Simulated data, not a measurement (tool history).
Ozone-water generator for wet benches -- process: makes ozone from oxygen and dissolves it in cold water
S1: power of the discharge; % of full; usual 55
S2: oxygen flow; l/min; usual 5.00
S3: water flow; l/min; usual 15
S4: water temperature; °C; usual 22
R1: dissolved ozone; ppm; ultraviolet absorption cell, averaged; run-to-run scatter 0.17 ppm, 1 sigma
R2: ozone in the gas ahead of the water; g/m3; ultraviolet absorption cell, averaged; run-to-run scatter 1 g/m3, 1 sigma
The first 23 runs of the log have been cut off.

Run 24, hour 939.1: usual settings but S1 98 % of full, S2 4.73 l/min, S3 23 l/min, S4 25 °C. Result: R1 24.8 ppm, R2 302.1 g/m3.
Run 25, hour 990.5: usual settings but S3 21 l/min, S4 16 °C. Result: R1 18.6 ppm, R2 183.9 g/m3.
Run 26, hour 1020.1: usual settings but S2 7.88 l/min, S4 26 °C. Result: R1 18.7 ppm, R2 139.4 g/m3.
Run 27, hour 1062.6: usual settings but S1 94 % of full, S2 5.53 l/min, S4 16 °C. Result: R1 37.6 ppm, R2 269.8 g/m3.
Run 28, hour 1119.1: usual settings but S1 59 % of full, S2 5.45 l/min, S3 20 l/min, S4 23 °C. Result: R1 18.3 ppm, R2 182.6 g/m3.
Run 29, hour 1144.3: usual settings but S2 3.90 l/min, S3 18 l/min. Result: R1 19.5 ppm, R2 209.4 g/m3.
Run 30, hour 1168.2: usual settings but S1 74 % of full, S2 2.95 l/min, S3 12 l/min, S4 20 °C. Result: R1 35.8 ppm, R2 316.0 g/m3.
Run 31, hour 1195.5: usual settings but S1 74 % of full, S2 2.95 l/min, S3 12 l/min, S4 20 °C. Result: R1 35.8 ppm, R2 315.2 g/m3.
Run 32, hour 1239.4: usual settings but S1 74 % of full, S2 2.95 l/min, S4 20 °C. Result: R1 29.8 ppm, R2 314.5 g/m3.
Run 33, hour 1287.1: usual settings but S4 28 °C. Result: R1 19.8 ppm, R2 181.5 g/m3.
Run 34, hour 1312.5: usual settings but S1 64 % of full, S2 2.62 l/min, S3 10 l/min. Result: R1 34.9 ppm, R2 301.8 g/m3.

3 ways to go on from here, each from the tool as it stands after run 34. What would each give?
Run A, hour 1365.2: usual settings but S1 64 % of full, S2 4.06 l/min, S3 17 l/min. Result: R1 ?, R2 ?.
Run B, hour 1365.2: usual settings but S2 4.03 l/min, S3 16 l/min. Result: R1 ?, R2 ?.
Run C, hour 1365.2: usual settings but S1 93 % of full, S2 6.35 l/min, S3 10 l/min. Result: R1 ?, R2 ?.

run    R1     R2
  A  23.0  234.2
  B  21.3  205.5
  C  40.9  243.6
Without the tool's unlogged condition, the same runs would have read:
run    R1     R2
  A  23.0  234.4
  B  21.3  205.6
  C  41.0  244.0

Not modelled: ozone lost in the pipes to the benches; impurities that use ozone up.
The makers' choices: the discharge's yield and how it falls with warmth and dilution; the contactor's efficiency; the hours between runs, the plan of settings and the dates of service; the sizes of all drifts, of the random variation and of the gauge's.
